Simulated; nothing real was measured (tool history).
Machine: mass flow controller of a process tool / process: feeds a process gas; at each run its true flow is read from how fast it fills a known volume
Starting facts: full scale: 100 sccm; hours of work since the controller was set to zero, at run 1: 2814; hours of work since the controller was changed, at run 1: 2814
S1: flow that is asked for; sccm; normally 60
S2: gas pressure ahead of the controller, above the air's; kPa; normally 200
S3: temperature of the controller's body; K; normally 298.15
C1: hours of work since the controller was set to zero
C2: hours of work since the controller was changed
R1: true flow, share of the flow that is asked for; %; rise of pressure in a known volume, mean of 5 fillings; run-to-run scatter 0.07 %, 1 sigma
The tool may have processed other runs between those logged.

Run 1, hour 0.0: usual settings; C1 2814; C2 2814. Result: R1 98.34 %.
Run 2, hour 69.5: usual settings; C1 2854; C2 2854. Result: R1 98.38 %.
Run 3, hour 174.9: usual settings but S2 216 kPa; C1 2915; C2 2915. Result: R1 98.44 %.
Run 4, hour 233.9: usual settings but S2 216 kPa; C1 2949; C2 2949. Result: R1 98.46 %.
Run 5, hour 358.7: usual settings; C1 3021; C2 3021. Result: R1 98.32 %.
Run 6, hour 446.3: usual settings but S1 27 sccm; C1 3072; C2 3072. Result: R1 95.32 %.
Run 7, hour 528.4: usual settings but S1 27 sccm; C1 3119; C2 3119. Result: R1 95.51 %.
Run 8, hour 655.3: usual settings but S1 27 sccm, S3 301.15 K; C1 3192; C2 3192. Result: R1 95.25 %.
Run 9, hour 717.1: usual settings but S1 27 sccm, S3 301.15 K; C1 3228; C2 3228. Result: R1 95.23 %.
Run 10, hour 821.1: usual settings but S1 27 sccm, S3 301.15 K; C1 3288; C2 3288. Result: R1 95.23 %.
Run 11, hour 874.4: usual settings but S1 27 sccm, S3 301.15 K; C1 3319; C2 3319. Result: R1 95.31 %.
At hour 880.8: controller's zero set anew.
Run 12, hour 926.2: usual settings but S1 55 sccm, S3 301.15 K; C1 26; C2 3348. Result: R1 96.80 %.
Run 13, hour 1016.7: usual settings but S1 50 sccm, S2 187 kPa, S3 313.15 K; C1 78; C2 3401. Result: R1 96.10 %.
Run 14, hour 1084.8: usual settings but S1 26 sccm, S3 304.15 K; C1 118; C2 3440. Result: R1 92.68 %.
At hour 1094.3: controller's zero set anew, once more.
Run 15, hour 1183.5: usual settings but S1 28 sccm, S3 312.15 K; C1 52; C2 3497. Result: R1 98.54 %.
Run 16, hour 1244.6: usual settings but S1 11 sccm, S2 213 kPa, S3 294.15 K; C1 87; C2 3532. Result: R1 97.92 %.
Run 17, hour 1360.1: usual settings but S1 11 sccm, S2 213 kPa, S3 294.15 K; C1 153; C2 3598. Result: R1 97.63 %.

For run 18, what comes out?
Run 18, hour 1473.0: usual settings but S1 11 sccm, S2 213 kPa, S3 294.15 K; C1 219; C2 3664. Result: R1 ?.

Run 18 measured R1 97.65 %.
On a tool with no hidden condition, and with the same random variation, this run would have come out at R1 97.79 %.

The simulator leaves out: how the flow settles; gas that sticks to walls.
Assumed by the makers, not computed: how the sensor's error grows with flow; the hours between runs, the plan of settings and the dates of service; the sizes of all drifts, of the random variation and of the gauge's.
